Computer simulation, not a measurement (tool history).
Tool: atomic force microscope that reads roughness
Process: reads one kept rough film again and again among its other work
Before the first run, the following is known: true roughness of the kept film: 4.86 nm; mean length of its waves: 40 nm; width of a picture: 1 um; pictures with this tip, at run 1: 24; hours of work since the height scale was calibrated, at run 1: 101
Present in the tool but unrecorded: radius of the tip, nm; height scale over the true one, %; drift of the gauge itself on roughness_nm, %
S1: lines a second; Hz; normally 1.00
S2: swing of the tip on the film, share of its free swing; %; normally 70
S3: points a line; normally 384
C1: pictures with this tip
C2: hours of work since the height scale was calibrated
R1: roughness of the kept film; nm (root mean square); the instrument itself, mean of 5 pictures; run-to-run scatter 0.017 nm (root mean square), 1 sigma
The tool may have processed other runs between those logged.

run	day	S1	S2	S3	C1	C2	R1
1	0.000	1.00	70	384	24	101	3.966
2	0.512	1.00	70	384	52	110	3.817
# day 0.867: new tip fitted
3	1.042	1.00	70	384	10	119	4.073
4	1.300	1.00	70	386	24	124	3.979
5	1.675	1.49	70	386	45	130	3.779
6	1.958	1.49	70	386	61	136	3.698
# day 2.167: new tip fitted
7	2.429	1.49	70	386	14	144	3.928
8	2.933	1.49	70	386	43	153	3.773
9	3.271	1.00	70	384	61	159	3.751
# day 3.471: new tip fitted
10	3.775	1.00	70	384	16	167	3.972
11	4.021	1.00	70	384	30	172	3.931
12	4.429	1.00	70	384	53	179	3.790
# day 4.792: new tip fitted
13	4.842	1.00	70	384	3	186	4.079
14	5.071	1.00	70	384	16	190	4.035
15	5.512	1.00	70	384	41	198	3.861
16	5.883	1.00	79	384	61	205	3.639
# day 6.079: new tip fitted
17	6.404	1.00	79	384	19	214	3.891
18	6.708	1.00	79	384	36	219	3.800
19	6.992	1.00	79	384	51	224	3.727
20	7.271	1.00	79	384	67	229	3.656
# day 7.362: new tip fitted
21	7.629	1.00	79	384	15	235	3.938
22	7.979	1.17	63	318	35	242	3.922
23	8.408	1.17	58	264	58	249	3.826
# day 8.646: new tip fitted
24	8.942	1.17	58	264	16	258	4.062
25	9.458	1.17	63	705	45	268	3.898
26	9.867	1.13	63	346	68	275	3.763
# day 9.950: new tip fitted
27	10.158	1.00	67	819	11	280	4.073
# day 10.225: height scale calibrated on a step standard
28	10.608	2.46	79	556	34	7	3.483
29	10.850	2.46	79	556	48	11	3.408
30	11.075	1.47	70	321	60	15	3.692
# day 11.304: new tip fitted
31	11.629	1.00	71	446	18	25	4.019
32	12.092	1.00	71	974	44	33	3.865
33	12.354	1.00	71	974	59	38	3.819
# day 12.592: new tip fitted
34	12.900	0.84	84	475	17	47	3.891
35	13.467	0.73	86	914	49	57	3.718

Estimate the outcome of run 36 from the log above:
# day 13.533: height scale calibrated on a step standard, once more
36	13.871	0.50	86	354	69	6	?

Logged for run 36: R1 3.714 nm (root mean square).
With no hidden state in the tool, this same run would have given R1 4.137 nm (root mean square).
